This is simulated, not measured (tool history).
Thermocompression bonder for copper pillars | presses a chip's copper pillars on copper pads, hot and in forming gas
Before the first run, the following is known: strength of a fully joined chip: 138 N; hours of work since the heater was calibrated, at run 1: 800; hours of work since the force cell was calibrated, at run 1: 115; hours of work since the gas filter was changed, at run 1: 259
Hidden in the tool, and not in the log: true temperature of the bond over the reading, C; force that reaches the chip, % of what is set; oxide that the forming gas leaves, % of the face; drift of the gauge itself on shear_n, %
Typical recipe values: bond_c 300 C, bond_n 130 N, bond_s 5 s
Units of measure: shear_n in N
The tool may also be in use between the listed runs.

run	hour	bond_c	bond_n	bond_s	hours of work since the heater was calibrated	hours of work since the force cell was calibrated	hours of work since the gas filter was changed	shear_n
1	0	300	130	5	800	115	259	53.2
2	4.8	300	130	5	803	118	261	54
3	15	300	130	5	808	123	267	53.6
4	22.1	300	130	5	813	127	271	54.9
5	31.7	300	130	5	818	133	277	54.5
6	39	300	130	5	822	137	281	53
7	44.4	300	130	5	825	140	284	54.1
8	53.6	300	130	5	831	145	289	53.4
9	59.4	300	130	5	834	149	292	53.3
10	66.4	300	130	7	838	153	296	60.9
11	76.6	300	130	7	844	158	302	59.8
12	81.4	307	130	5	846	161	305	57.8
13	86.7	307	130	5	849	164	308	57.5
# hour 90.8: heater calibrated with a thermocouple chip
14	98.9	317	130	5	5	170	314	65.1
15	106.3	300	130	5	9	174	318	53.5
16	110.9	300	130	5	11	177	321	54.4
17	116.1	300	130	5	14	180	324	54.7
18	125.3	300	130	5	20	185	329	53.8
19	132.5	300	130	5	24	189	333	54.2
20	137.5	300	130	5	27	192	336	53.8
21	142.3	303	149	5	29	195	339	62.7
22	152.2	297	149	12	35	200	344	80
23	160.6	297	149	12	40	205	349	79
24	167.7	291	182	5	44	209	353	65.8
25	178.3	291	182	5	50	215	359	65
26	187.9	291	182	5	55	221	365	66.4
27	192.4	300	98	6	58	223	367	45.8
28	199.9	311	141	10	62	228	371	80.6
29	206.2	287	175	8	66	231	375	73.1
30	213.8	288	90	5	70	236	379	32.3
31	223.3	278	130	3	76	241	385	34.1
32	232.6	278	130	3	81	246	390	33
33	242.1	289	86	5	86	252	396	32.1
34	248.8	289	86	5	90	256	399	32.3
35	255.1	278	86	5	94	259	403	28
36	264.2	278	132	3	99	264	408	34.5
37	272.7	296	164	5	104	269	413	63.5
38	279.1	296	164	5	107	273	417	63.4
39	288.7	276	164	5	113	278	422	49.8

4 ways to go on from here, each from the tool as it stands after run 39. What would each give?
A	296.6	291	142	5	117	283	427	?
B	296.6	272	164	5	117	283	427	?
C	296.6	300	78	5	117	283	427	?
D	296.6	273	164	5	117	283	427	?

run	shear_n
A	52.5
B	48.2
C	32.6
D	48.9
Had the tool no hidden state, the same runs would have come out as:
run	shear_n
A	52.7
B	48.4
C	32.7
D	49.1
